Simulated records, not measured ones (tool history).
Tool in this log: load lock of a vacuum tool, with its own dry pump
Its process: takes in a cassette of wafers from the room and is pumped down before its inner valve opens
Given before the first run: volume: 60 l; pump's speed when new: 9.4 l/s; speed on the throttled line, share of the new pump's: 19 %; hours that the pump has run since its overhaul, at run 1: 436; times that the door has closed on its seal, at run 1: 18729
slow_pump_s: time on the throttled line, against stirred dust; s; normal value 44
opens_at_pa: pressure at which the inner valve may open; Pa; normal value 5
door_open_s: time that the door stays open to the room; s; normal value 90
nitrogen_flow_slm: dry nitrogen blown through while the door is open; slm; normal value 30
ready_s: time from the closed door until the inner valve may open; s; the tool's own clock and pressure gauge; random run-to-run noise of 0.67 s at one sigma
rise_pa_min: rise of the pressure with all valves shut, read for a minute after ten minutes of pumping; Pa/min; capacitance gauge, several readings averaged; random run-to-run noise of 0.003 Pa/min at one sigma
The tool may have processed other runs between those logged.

run,day,slow_pump_s,opens_at_pa,door_open_s,nitrogen_flow_slm,hours that the pump has run since its overhaul,times that the door has closed on its seal,"incoming humidity of the room's air, %",ready_s,rise_pa_min
1,0,44,5,90,30,436,18729,45,99.5,0.108
2,3.846,44,5,90,30,528,19072,44.4,100.6,0.114
3,6.392,33,5,90,30,590,19299,44.8,90.2,0.108
4,9.408,44,6,90,30,662,19568,49.4,99.6,0.112
5,12.208,44,6,90,30,729,19818,44.2,99,0.118
6,15.754,44,6,90,30,814,20134,44.1,97.1,0.114
7,18.054,44,6,90,30,870,20340,47.8,98.2,0.118
8,22.062,44,6,90,30,966,20697,42.2,97.3,0.118
9,26.879,44,6,90,30,1081,21127,43,98.1,0.113
10,30.638,44,6,90,30,1172,21462,46.2,99.4,0.132
11,35.462,44,6,50,30,1287,21892,41.8,98.3,0.12
12,40.45,44,6,50,30,1407,22337,46.3,98.1,0.125
13,45.312,44,5,25,30,1524,22771,40.2,100.1,0.126
14,47.817,44,5,27,30,1584,22994,45.2,100.2,0.129
15,50.675,44,5,27,30,1652,23249,45.7,99.7,0.135
16,55.192,44,5,122,30,1761,23652,45.7,100.3,0.146
17,60.025,44,5,122,30,1877,24083,43.2,100.3,0.148
18,64.317,44,5,122,30,1980,24465,43.1,99.4,0.143
19,67.312,44,5,122,30,2052,24732,45.4,100.1,0.153
20,72.592,23,10,90,17,2178,25203,42,78.4,0.158
21,75.292,23,10,90,17,2243,25444,44.5,78.8,0.167
22,80.429,25,8,25,4,2366,25902,46.5,82,0.162
23,83.696,30,7,38,29,2445,26194,44.5,86.1,0.152
24,87.938,51,7,38,29,2547,26572,42.7,103.7,0.153
25,93.058,55,4,164,29,2670,27029,44.8,112.1,0.179
26,96.392,55,4,164,29,2750,27326,44.3,111.5,0.18
27,100.15,29,7,90,13,2840,27661,45.4,86.6,0.185
28,102.904,29,7,90,13,2906,27907,44,87.2,0.182
29,107.638,54,5,156,30,3020,28329,45.4,110,0.184
30,111.192,54,5,156,30,3105,28646,43.3,109.2,0.184
31,115.75,54,5,156,30,3214,29052,43.3,109.8,0.189
32,119.467,30,5,90,30,3303,29384,40.7,89.6,0.192
33,124.175,30,5,90,30,3416,29804,43.6,90.2,0.196
34,127.575,44,5,90,21,3498,30107,47.9,101.9,0.206
35,130.117,44,5,90,21,3559,30334,46,101.7,0.201
36,132.688,41,4,58,30,3621,30563,45.4,101.5,0.197
37,135.512,41,4,58,30,3688,30815,44.5,100.5,0.2

Below, some changes in ready_s between adjacent runs. For each, the amount present without the hidden state too (settings, incoming material, random variation) and the amount remaining for the hidden state with gauge scatter not shared by both compared results:
Hidden state at play: pump's speed, % of a new pump's; leak at the door's seal, Pa l/s; drift of the gauge itself on ready_s, %; drift of the gauge itself on rise_pa_min, %.
Run 1 -> 2: settings left as they were, no log entry in between. ready_s +1.1 s: hidden state +0.1, all else +1.
Run 19 -> 20: slow_pump_s 44 -> 23, opens_at_pa 5 -> 10, door_open_s 122 -> 90, nitrogen_flow_slm 30 -> 17. ready_s -21.7 s: hidden state +0.1, all else -21.8.
Run 26 -> 27: slow_pump_s 55 -> 29, opens_at_pa 4 -> 7, door_open_s 164 -> 90, nitrogen_flow_slm 29 -> 13. ready_s -24.9 s: hidden state +0.3, all else -25.2.
Run 28 -> 29: slow_pump_s 29 -> 54, opens_at_pa 7 -> 5, door_open_s 90 -> 156, nitrogen_flow_slm 13 -> 30. ready_s +22.8 s: hidden state +0, all else +22.8.
Run 35 -> 36: slow_pump_s 44 -> 41, opens_at_pa 5 -> 4, door_open_s 90 -> 58, nitrogen_flow_slm 21 -> 30. ready_s -0.2 s: hidden state +0.2, all else -0.4.
